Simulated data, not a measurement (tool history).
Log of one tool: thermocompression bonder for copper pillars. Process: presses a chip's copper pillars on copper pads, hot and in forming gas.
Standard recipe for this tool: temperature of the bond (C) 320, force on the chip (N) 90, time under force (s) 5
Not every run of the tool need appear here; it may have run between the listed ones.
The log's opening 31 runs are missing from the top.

run	day	temperature of the bond (C)	force on the chip (N)	time under force (s)	hours of work since the heater was calibrated	hours of work since the force cell was calibrated	hours of work since the gas filter was changed	force that shears a chip off (N)
32	46.567	297	66	11	554	47	29	67.7
33	48.517	300	55	6	577	70	52	48.8
34	49.983	320	80	3	595	88	70	61.8
35	51.029	320	80	3	607	100	82	62.1
36	52.283	320	80	3	622	115	97	61.9
37	53.825	294	56	7	641	133	115	49.9
38	55.762	334	128	5	664	157	139	94.6
39	56.862	318	76	6	677	170	152	71.4

Predict each of these 3 candidate next runs independently; none follows another, all start after run 39:
A	57.879	325	65	14	689	182	164	?
B	57.879	320	90	4	689	182	164	?
C	57.879	300	76	10	689	182	164	?

run	force that shears a chip off (N)
A	82.5
B	72.6
C	74.1
Had the tool no hidden state, the same runs would have come out as:
run	force that shears a chip off (N)
A	83.6
B	73.5
C	75.1
